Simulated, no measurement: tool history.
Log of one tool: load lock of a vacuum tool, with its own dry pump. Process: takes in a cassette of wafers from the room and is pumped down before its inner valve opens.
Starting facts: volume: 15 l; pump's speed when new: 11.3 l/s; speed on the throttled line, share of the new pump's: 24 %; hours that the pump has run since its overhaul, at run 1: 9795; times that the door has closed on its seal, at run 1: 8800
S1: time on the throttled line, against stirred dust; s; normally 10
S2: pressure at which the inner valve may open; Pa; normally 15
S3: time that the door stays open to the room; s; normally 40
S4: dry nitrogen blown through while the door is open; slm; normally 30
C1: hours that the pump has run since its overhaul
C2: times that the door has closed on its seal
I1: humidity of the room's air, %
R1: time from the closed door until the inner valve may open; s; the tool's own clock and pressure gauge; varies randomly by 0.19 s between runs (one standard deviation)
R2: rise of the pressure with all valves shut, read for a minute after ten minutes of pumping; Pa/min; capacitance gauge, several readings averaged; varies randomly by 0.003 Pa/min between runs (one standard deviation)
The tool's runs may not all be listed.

run    hour  S1  S2   S3  S4     C1     C2    I1    R1     R2
  1       0  10  15   40  30   9795   8800  43.2  20.2  0.084
  2   134.1  10  15   40  30   9929   9005  41.7    20  0.088
  3   279.6  10  15   40  30  10075   9227  43.3    20  0.084
  4   380.2  19  15   40  30  10175   9380  43.9  26.7  0.092
  5   498.2  11  15   40  30  10293   9560  47.3  20.8  0.097
  6   607.4  11  15   40  30  10402   9726  44.4  20.8  0.089
  7   694.1  11  15   40  30  10489   9858  44.7  20.9  0.097
  8     841  11  15   40  30  10636  10082  43.6  20.7  0.099
  9  1002.4  11  15   40  30  10797  10328  46.9  20.4    0.1
 10  1163.5   5  15   40  30  10959  10574    44  16.3  0.092
 11  1322.6   5  15   40  30  11118  10816  44.6  16.4  0.096
 12  1482.7  10  15   40  11  11278  11060  48.1  19.9  0.118
 13  1647.5  10  15   40  11  11442  11311  41.5  19.9  0.115
 14  1781.5  10  15   52  11  11576  11516  44.2  20.3  0.118
 15  1917.6  10  15   40  23  11713  11723  47.7  19.9   0.11
 16    2109  10  15   40  23  11904  12015  42.2  20.2  0.106
 17    2228  10  15   40  23  12023  12196  43.9  20.2  0.111
 18  2413.1  10  15   37  30  12208  12478  46.5  20.1  0.111
 19  2569.6  10  28   60   4  12365  12717  45.4  19.5  0.133
 20  2682.6  10  28   60   4  12478  12889  44.6  19.2  0.137
 21  2841.7   6  23   35  11  12637  13132  46.3  16.7  0.125
 22  3003.3   6  23   51  11  12798  13378  43.6  16.4  0.126
 23  3141.2  11  21  133  33  12936  13588  44.3  20.5  0.132
 24    3285   5  21   38  40  13080  13807  43.9  15.6  0.121
 25  3383.1  18  12   40  30  13178  13957  42.9  26.3  0.117
 26    3505  18  20   40  28  13300  14143  47.9  25.5  0.124
 27  3656.7  10  22   40  30  13452  14374  45.7  19.9  0.119
 28  3775.9  10  10   40  30  13571  14556  45.6  20.8  0.126
 29  3945.2  10  10   40  30  13740  14814  43.2  20.8  0.127
 30  4127.9  10  10   40  30  13923  15092  45.5  20.9  0.125
 31  4310.2  10  16   51   7  14105  15370  43.2    20  0.148
 32  4435.7  10  16   51   7  14231  15561  46.8  20.1  0.159
 33  4566.9  12  16   36   7  14362  15761  43.3  21.4   0.14
 34  4766.6   6  15  214  12  14562  16066  45.6  17.2  0.176
 35  4959.8   6  30  214  12  14755  16360  41.7  16.1   0.17
 36  5144.2   6  20   32  12  14939  16641  46.2  17.1  0.143

Same runs, no hidden state in the tool, same run-to-run variation:
What the log doesn't record here: pump's speed, % of a new pump's; leak at the door's seal, Pa l/s; drift of the gauge itself on ready_s, %; drift of the gauge itself on rise_pa_min, %.
run    R1     R2
  1  19.6  0.038
  2  19.5  0.039
  3  19.4  0.036
  4  26.2  0.042
  5  20.2  0.045
  6  20.2  0.037
  7  20.3  0.044
  8  20.1  0.045
  9  19.8  0.044
 10  15.5  0.035
 11  15.7  0.037
 12  19.3  0.056
 13  19.2  0.054
 14  19.6  0.055
 15  19.2  0.046
 16  19.5  0.039
 17  19.4  0.043
 18  19.4  0.041
 19  18.8  0.063
 20  18.6  0.064
 21  15.9  0.051
 22  15.6  0.051
 23  19.7  0.054
 24  14.8  0.041
 25  25.7  0.038
 26  24.9  0.042
 27  19.1  0.036
 28  19.9  0.041
 29  19.9  0.039
 30  19.9  0.038
 31  19.1  0.059
 32  19.2  0.065
 33  20.6  0.048
 34  16.2  0.082
 35  15.2  0.074
 36  16.1  0.046
